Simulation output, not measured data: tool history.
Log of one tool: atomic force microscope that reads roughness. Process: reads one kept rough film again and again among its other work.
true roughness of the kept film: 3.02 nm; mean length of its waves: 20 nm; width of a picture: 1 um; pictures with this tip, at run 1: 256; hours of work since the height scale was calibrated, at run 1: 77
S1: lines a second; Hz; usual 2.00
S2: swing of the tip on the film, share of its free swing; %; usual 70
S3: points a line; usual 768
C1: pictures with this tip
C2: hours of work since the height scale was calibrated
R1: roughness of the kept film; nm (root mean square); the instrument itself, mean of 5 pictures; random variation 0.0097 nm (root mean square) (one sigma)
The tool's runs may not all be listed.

Run 1, hour 0.0: usual settings; C1 256; C2 77. Result: R1 2.208 nm (root mean square).
Run 2, hour 12.5: usual settings; C1 269; C2 82. Result: R1 2.195 nm (root mean square).
Run 3, hour 25.7: usual settings; C1 283; C2 88. Result: R1 2.190 nm (root mean square).
Run 4, hour 38.1: usual settings; C1 296; C2 94. Result: R1 2.216 nm (root mean square).
Run 5, hour 46.1: usual settings; C1 304; C2 97. Result: R1 2.188 nm (root mean square).
Run 6, hour 57.2: usual settings; C1 315; C2 102. Result: R1 2.209 nm (root mean square).
Run 7, hour 67.9: usual settings but S3 621; C1 326; C2 107. Result: R1 2.202 nm (root mean square).
Run 8, hour 78.6: usual settings; C1 338; C2 111. Result: R1 2.201 nm (root mean square).
Run 9, hour 84.6: usual settings; C1 344; C2 114. Result: R1 2.201 nm (root mean square).
Run 10, hour 90.9: usual settings but S2 58 %; C1 350; C2 117. Result: R1 2.245 nm (root mean square).
Run 11, hour 102.8: usual settings but S2 77 %; C1 363; C2 122. Result: R1 2.154 nm (root mean square).
Run 12, hour 114.8: usual settings but S2 77 %; C1 375; C2 127. Result: R1 2.140 nm (root mean square).
Run 13, hour 123.0: usual settings but S2 77 %; C1 383; C2 131. Result: R1 2.144 nm (root mean square).
Run 14, hour 129.9: usual settings but S2 74 %, S3 444; C1 391; C2 134. Result: R1 2.150 nm (root mean square).
At hour 135.1: new tip fitted.
Run 15, hour 143.3: usual settings but S2 74 %, S3 444; C1 9; C2 140. Result: R1 2.157 nm (root mean square).
Run 16, hour 149.6: usual settings but S2 74 %, S3 444; C1 15; C2 142. Result: R1 2.160 nm (root mean square).
Run 17, hour 159.9: usual settings but S3 293; C1 26; C2 147. Result: R1 2.156 nm (root mean square).
Run 18, hour 171.0: usual settings but S3 293; C1 37; C2 152. Result: R1 2.152 nm (root mean square).
Run 19, hour 182.2: usual settings but S3 293; C1 49; C2 157. Result: R1 2.155 nm (root mean square).
Run 20, hour 189.2: usual settings but S3 293; C1 56; C2 160. Result: R1 2.142 nm (root mean square).
Run 21, hour 200.7: usual settings but S3 293; C1 68; C2 165. Result: R1 2.148 nm (root mean square).
Run 22, hour 210.9: usual settings but S3 293; C1 79; C2 169. Result: R1 2.157 nm (root mean square).
Run 23, hour 217.5: usual settings but S3 293; C1 85; C2 172. Result: R1 2.159 nm (root mean square).

How the hidden state differs across the entries between the runs, from the last listed run before each to the first after it:
Between runs 14 and 15: new tip fitted (hour 135.1)
  radius of the tip, nm: 10.2 -> 10
